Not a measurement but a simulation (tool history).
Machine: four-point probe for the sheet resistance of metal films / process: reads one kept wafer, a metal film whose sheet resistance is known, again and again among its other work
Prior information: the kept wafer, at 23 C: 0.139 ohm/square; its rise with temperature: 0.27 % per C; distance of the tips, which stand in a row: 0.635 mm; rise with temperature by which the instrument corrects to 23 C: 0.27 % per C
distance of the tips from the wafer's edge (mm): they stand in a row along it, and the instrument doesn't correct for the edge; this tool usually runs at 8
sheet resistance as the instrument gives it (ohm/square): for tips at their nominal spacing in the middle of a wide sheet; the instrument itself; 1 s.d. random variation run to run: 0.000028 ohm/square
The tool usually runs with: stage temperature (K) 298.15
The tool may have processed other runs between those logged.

run	hour	stage temperature (K)	distance of the tips from the wafer's edge (mm)	sheet resistance as the instrument gives it (ohm/square)
1	0	298.15	8	0.139215
2	38	298.15	8	0.139232
3	59.1	298.15	8	0.139235
4	80	296.15	8	0.139219
5	100.6	298.15	8	0.139186
6	120.7	292.15	8	0.139281
7	157.3	296.15	21	0.13884
# hour 160.1: stage's thermometer calibrated
8	202.3	292.15	29	0.138853
9	222.8	292.15	29	0.138782
10	242.4	293.15	9	0.139125
11	262.5	293.15	9	0.13915

Consider 3 possible next runs. They are alternatives, not a sequence: every one starts from the tool as it was left by run 11. What does each give?
A	286.2	304.15	30	?
B	286.2	308.15	5	?
C	286.2	294.15	49	?

run	sheet resistance as the instrument gives it (ohm/square)
A	0.138757
B	0.139906
C	0.138789
With the hidden condition removed and each run's random variation left untouched, the same runs would have given:
run	sheet resistance as the instrument gives it (ohm/square)
A	0.138996
B	0.140148
C	0.139023
